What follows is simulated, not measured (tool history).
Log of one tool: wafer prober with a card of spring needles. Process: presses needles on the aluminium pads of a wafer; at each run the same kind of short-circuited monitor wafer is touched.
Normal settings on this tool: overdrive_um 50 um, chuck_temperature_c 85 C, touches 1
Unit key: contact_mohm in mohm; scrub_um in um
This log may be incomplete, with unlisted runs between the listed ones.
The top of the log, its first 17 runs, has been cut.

run	day	overdrive_um	chuck_temperature_c	touches	contact_mohm	scrub_um
# day 7.204: tips cleaned on abrasive film
18	7.204	34	85	1	160	6.95
19	7.679	36	81	1	354	7.37
# day 7.712: tips cleaned on abrasive film
20	8.050	30	81	1	383	6.12
# day 8.233: tips cleaned on abrasive film
21	8.383	30	81	1	290	6.11
# day 8.738: tips cleaned on abrasive film
22	8.938	32	49	2	240	6.50
# day 9.242: tips cleaned on abrasive film
23	9.388	35	63	2	207	7.13
# day 9.762: tips cleaned on abrasive film
24	10.029	35	63	2	242	7.14
# day 10.271: tips cleaned on abrasive film
25	10.500	31	42	2	257	6.25
# day 10.812: tips cleaned on abrasive film
26	10.883	31	40	1	237	6.22
# day 11.338: tips cleaned on abrasive film
27	11.512	31	40	1	309	6.21
# day 11.888: tips cleaned on abrasive film
28	11.900	46	85	3	145	9.40
29	12.275	46	85	3	184	9.37
# day 12.417: tips cleaned on abrasive film
30	12.783	44	81	1	266	8.86
# day 12.925: tips cleaned on abrasive film
31	13.104	44	81	1	218	8.88
# day 13.458: tips cleaned on abrasive film
32	13.458	39	81	2	159	7.86
# day 13.721: height of the first contact set anew
# day 13.992: tips cleaned on abrasive film
33	14.071	39	81	2	180	8.15

Consider 3 possible next runs. They are alternatives, not a sequence: every one starts from the tool as it was left by run 33. What does each give?
# day 14.496: tips cleaned on abrasive film
A	14.671	34	101	3	?	?
# day 14.496: tips cleaned on abrasive film
B	14.671	48	115	3	?	?
# day 14.496: tips cleaned on abrasive film
C	14.671	35	85	1	?	?

run	contact_mohm	scrub_um
A	195	7.09
B	168	9.99
C	263	7.31
With no hidden state in the tool, these same runs would have given:
run	contact_mohm	scrub_um
A	152	7.11
B	145	10.01
C	151	7.33

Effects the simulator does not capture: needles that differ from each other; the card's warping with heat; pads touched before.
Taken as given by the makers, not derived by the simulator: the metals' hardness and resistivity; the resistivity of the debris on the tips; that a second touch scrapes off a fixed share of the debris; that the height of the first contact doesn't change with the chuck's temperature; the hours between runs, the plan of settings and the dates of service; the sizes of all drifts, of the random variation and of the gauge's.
